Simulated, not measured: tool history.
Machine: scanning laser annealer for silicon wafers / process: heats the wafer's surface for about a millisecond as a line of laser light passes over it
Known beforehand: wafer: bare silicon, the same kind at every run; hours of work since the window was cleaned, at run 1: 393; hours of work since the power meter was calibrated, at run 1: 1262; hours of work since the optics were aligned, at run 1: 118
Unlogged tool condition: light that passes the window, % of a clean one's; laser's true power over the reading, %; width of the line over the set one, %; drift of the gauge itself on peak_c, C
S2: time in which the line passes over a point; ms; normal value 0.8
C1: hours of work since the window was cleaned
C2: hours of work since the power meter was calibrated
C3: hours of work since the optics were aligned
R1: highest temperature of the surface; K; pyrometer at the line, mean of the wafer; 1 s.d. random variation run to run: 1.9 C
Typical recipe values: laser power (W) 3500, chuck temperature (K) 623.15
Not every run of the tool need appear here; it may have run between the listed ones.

run 1 hour=0 | laser_power_(W)=3500 S2=0.8 chuck_temperature_(K)=623.15 | C1=393 C2=1262 C3=118 | R1=1390.15
run 2 hour=23.1 | laser_power_(W)=3500 S2=0.8 chuck_temperature_(K)=623.15 | C1=409 C2=1278 C3=134 | R1=1387.15
run 3 hour=60.8 | laser_power_(W)=3500 S2=0.8 chuck_temperature_(K)=623.15 | C1=436 C2=1305 C3=161 | R1=1387.15
run 4 hour=99.6 | laser_power_(W)=3500 S2=0.8 chuck_temperature_(K)=623.15 | C1=464 C2=1333 C3=189 | R1=1391.15
run 5 hour=137.9 | laser_power_(W)=3500 S2=0.8 chuck_temperature_(K)=623.15 | C1=492 C2=1361 C3=217 | R1=1383.15
run 6 hour=187.1 | laser_power_(W)=3079 S2=0.8 chuck_temperature_(K)=623.15 | C1=527 C2=1396 C3=252 | R1=1290.15
run 7 hour=210.6 | laser_power_(W)=3239 S2=0.705 chuck_temperature_(K)=623.15 | C1=544 C2=1413 C3=269 | R1=1272.15
run 8 hour=249 | laser_power_(W)=3239 S2=0.705 chuck_temperature_(K)=623.15 | C1=572 C2=1441 C3=297 | R1=1275.15
run 9 hour=282.8 | laser_power_(W)=3239 S2=0.705 chuck_temperature_(K)=623.15 | C1=596 C2=1465 C3=321 | R1=1272.15
run 10 hour=323.3 | laser_power_(W)=3362 S2=0.705 chuck_temperature_(K)=627.15 | C1=625 C2=1494 C3=350 | R1=1298.15
run 11 hour=369.8 | laser_power_(W)=3362 S2=0.705 chuck_temperature_(K)=627.15 | C1=659 C2=1528 C3=384 | R1=1298.15
run 12 hour=420.8 | laser_power_(W)=3362 S2=0.705 chuck_temperature_(K)=627.15 | C1=695 C2=1564 C3=420 | R1=1295.15

A few steps of R1 between consecutive runs. Split each: what settings, incoming material and random variation would produce without the hidden state, and what is left over for the hidden state, along with gauge scatter present in only one of the two compared results (measured, and without hidden state):
Run 5 -> 6: laser power (W) 3500 -> 3079. R1 -93 K: hidden state +2, all else -95.
Run 9 -> 10: laser power (W) 3239 -> 3362, chuck temperature (K) 623.15 -> 627.15. R1 +26 K: hidden state -3, all else +29.
